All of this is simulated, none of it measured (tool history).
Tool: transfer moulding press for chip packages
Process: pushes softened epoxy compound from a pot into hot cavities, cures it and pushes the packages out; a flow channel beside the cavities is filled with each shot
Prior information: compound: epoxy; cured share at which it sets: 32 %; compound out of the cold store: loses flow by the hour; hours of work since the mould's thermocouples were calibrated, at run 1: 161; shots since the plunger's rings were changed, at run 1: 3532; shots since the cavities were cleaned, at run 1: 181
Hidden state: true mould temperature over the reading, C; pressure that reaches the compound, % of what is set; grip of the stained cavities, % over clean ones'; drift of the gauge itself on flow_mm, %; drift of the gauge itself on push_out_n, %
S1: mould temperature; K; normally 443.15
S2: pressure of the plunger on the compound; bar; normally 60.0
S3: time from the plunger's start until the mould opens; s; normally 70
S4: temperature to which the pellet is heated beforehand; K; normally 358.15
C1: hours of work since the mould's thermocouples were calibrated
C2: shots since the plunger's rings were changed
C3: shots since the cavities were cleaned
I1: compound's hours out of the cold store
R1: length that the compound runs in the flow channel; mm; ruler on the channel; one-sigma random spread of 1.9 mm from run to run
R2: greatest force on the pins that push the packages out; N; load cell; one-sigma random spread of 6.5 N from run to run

| run | hour | S1 | S2 | S3 | S4 | C1 | C2 | C3 | I1 | R1 | R2 |
|---|---|---|---|---|---|---|---|---|---|---|---|
| 1 | 0.0 | 443.15 | 60.0 | 70 | 358.15 | 161 | 3532 | 181 | 9.8 | 536 | 391 |
| 2 | 7.7 | 443.15 | 60.0 | 70 | 358.15 | 165 | 3619 | 268 | 27.0 | 495 | 396 |
| 3 | 13.5 | 443.15 | 60.0 | 70 | 358.15 | 168 | 3684 | 333 | 45.9 | 450 | 384 |
| 4 | 19.0 | 443.15 | 60.0 | 70 | 358.15 | 171 | 3747 | 396 | 12.9 | 530 | 448 |
| 5 | 27.1 | 443.15 | 60.0 | 70 | 358.15 | 175 | 3838 | 487 | 9.4 | 534 | 469 |
| 6 | 32.3 | 443.15 | 60.0 | 70 | 358.15 | 177 | 3897 | 546 | 19.7 | 508 | 454 |
| 7 | 41.6 | 444.15 | 60.0 | 70 | 358.15 | 182 | 4002 | 651 | 22.1 | 497 | 428 |
| 8 | 46.1 | 443.15 | 60.0 | 70 | 358.15 | 184 | 4052 | 701 | 39.3 | 465 | 457 |
| 9 | 50.2 | 443.15 | 60.0 | 70 | 358.15 | 186 | 4099 | 748 | 36.4 | 469 | 441 |
| 10 | 58.4 | 439.15 | 60.0 | 70 | 358.15 | 190 | 4190 | 839 | 9.4 | 542 | 711 |
|  | 67.5 | cavities cleaned with cleaning compound and waxed |
| 11 | 68.0 | 439.15 | 60.0 | 70 | 358.15 | 194 | 4282 | 5 | 40.4 | 465 | 436 |
| 12 | 75.9 | 439.15 | 47.6 | 70 | 358.15 | 198 | 4372 | 95 | 27.3 | 438 | 507 |
| 13 | 84.6 | 446.15 | 52.2 | 70 | 350.15 | 202 | 4469 | 192 | 46.5 | 410 | 314 |
| 14 | 89.8 | 441.15 | 55.1 | 88 | 358.15 | 205 | 4528 | 251 | 24.8 | 476 | 277 |
| 15 | 98.0 | 441.15 | 72.2 | 88 | 358.15 | 209 | 4620 | 343 | 14.8 | 569 | 303 |
| 16 | 102.5 | 449.15 | 60.0 | 70 | 354.15 | 211 | 4672 | 395 | 12.3 | 507 | 305 |
| 17 | 108.1 | 449.15 | 60.0 | 70 | 354.15 | 214 | 4735 | 458 | 31.9 | 463 | 290 |

Here are 4 independent what-if runs from the current tool condition. What would each one return?
| A | 117.0 | 449.15 | 60.0 | 79 | 354.15 | 218 | 4835 | 558 | 30.5 | ? | ? |
| B | 117.0 | 443.15 | 60.2 | 66 | 356.15 | 218 | 4835 | 558 | 47.1 | ? | ? |
| C | 117.0 | 440.15 | 60.0 | 75 | 352.15 | 218 | 4835 | 558 | 34.1 | ? | ? |
| D | 117.0 | 443.15 | 72.4 | 70 | 352.15 | 218 | 4835 | 558 | 14.2 | ? | ? |

| run | R1 | R2 |
|---|---|---|
| A | 467 | 276 |
| B | 444 | 489 |
| C | 476 | 471 |
| D | 565 | 484 |
With the hidden condition removed and each run's random variation left untouched, the same runs would have given:
| run | R1 | R2 |
|---|---|---|
| A | 496 | 215 |
| B | 472 | 389 |
| C | 505 | 376 |
| D | 600 | 385 |
